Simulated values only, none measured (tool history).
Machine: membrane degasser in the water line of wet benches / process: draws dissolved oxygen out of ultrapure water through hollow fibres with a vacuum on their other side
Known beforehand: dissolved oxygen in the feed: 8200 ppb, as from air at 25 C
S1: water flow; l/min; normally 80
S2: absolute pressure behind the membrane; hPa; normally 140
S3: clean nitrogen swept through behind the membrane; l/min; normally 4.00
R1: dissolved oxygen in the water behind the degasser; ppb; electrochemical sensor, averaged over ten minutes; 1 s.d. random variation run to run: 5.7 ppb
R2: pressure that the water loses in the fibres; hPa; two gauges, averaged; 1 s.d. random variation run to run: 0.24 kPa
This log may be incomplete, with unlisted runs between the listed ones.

run 1 hour=0.0 | S1=80 S2=140 S3=4.00 | R1=625.0 R2=619.7
run 2 hour=44.8 | S1=80 S2=140 S3=4.00 | R1=625.5 R2=619.6
run 3 hour=71.5 | S1=80 S2=140 S3=4.00 | R1=641.4 R2=617.9
run 4 hour=95.3 | S1=80 S2=146 S3=4.00 | R1=660.7 R2=612.8
run 5 hour=117.0 | S1=80 S2=146 S3=4.00 | R1=655.3 R2=612.5
run 6 hour=147.5 | S1=80 S2=146 S3=4.00 | R1=653.9 R2=619.2
run 7 hour=167.8 | S1=80 S2=146 S3=4.00 | R1=657.2 R2=617.7
run 8 hour=206.8 | S1=80 S2=146 S3=4.00 | R1=649.5 R2=617.2
run 9 hour=244.2 | S1=80 S2=146 S3=4.00 | R1=658.5 R2=620.3
run 10 hour=278.0 | S1=128 S2=140 S3=4.00 | R1=1057.0 R2=988.3
run 11 hour=302.8 | S1=128 S2=140 S3=4.00 | R1=1051.3 R2=988.9
run 12 hour=340.3 | S1=80 S2=140 S3=4.00 | R1=635.5 R2=612.4
run 13 hour=361.0 | S1=70 S2=140 S3=4.00 | R1=542.7 R2=538.6
run 14 hour=400.7 | S1=70 S2=140 S3=4.00 | R1=549.7 R2=537.5
run 15 hour=422.9 | S1=70 S2=140 S3=4.00 | R1=549.0 R2=541.4
run 16 hour=453.2 | S1=78 S2=140 S3=4.00 | R1=616.2 R2=601.8
run 17 hour=490.0 | S1=71 S2=221 S3=2.57 | R1=1114.8 R2=547.0
run 18 hour=532.4 | S1=71 S2=221 S3=2.57 | R1=1112.6 R2=548.0
run 19 hour=561.0 | S1=48 S2=140 S3=4.00 | R1=347.7 R2=367.9
run 20 hour=581.5 | S1=128 S2=140 S3=5.46 | R1=926.9 R2=993.7
run 21 hour=609.3 | S1=128 S2=140 S3=5.46 | R1=923.7 R2=985.5
run 22 hour=657.9 | S1=64 S2=140 S3=7.48 | R1=331.9 R2=494.9
run 23 hour=697.0 | S1=128 S2=140 S3=4.01 | R1=1052.2 R2=982.9
run 24 hour=735.2 | S1=128 S2=140 S3=4.01 | R1=1059.3 R2=988.7
run 25 hour=760.4 | S1=66 S2=271 S3=2.39 | R1=1345.2 R2=510.7
run 26 hour=803.3 | S1=48 S2=254 S3=2.39 | R1=959.1 R2=367.9
run 27 hour=845.2 | S1=127 S2=86 S3=10.61 | R1=573.6 R2=983.2
run 28 hour=872.9 | S1=127 S2=86 S3=10.61 | R1=580.7 R2=975.3
run 29 hour=916.9 | S1=127 S2=86 S3=10.61 | R1=583.5 R2=982.0
run 30 hour=957.3 | S1=78 S2=140 S3=6.04 | R1=480.2 R2=598.9
run 31 hour=978.3 | S1=72 S2=140 S3=6.04 | R1=437.8 R2=556.4
run 32 hour=1012.7 | S1=126 S2=262 S3=4.00 | R1=1630.6 R2=969.0

Missing from the log above: 1 entry noted between runs. For each, name the pair of listed runs it sits between and say how the tool's hidden condition differs from the listed run just before to the listed run just after:
From run 28 to run 29: seals of the vacuum lines changed (hour 899.9)
  air that leaks in behind the membrane, l/min: 0.0024 -> 0.002
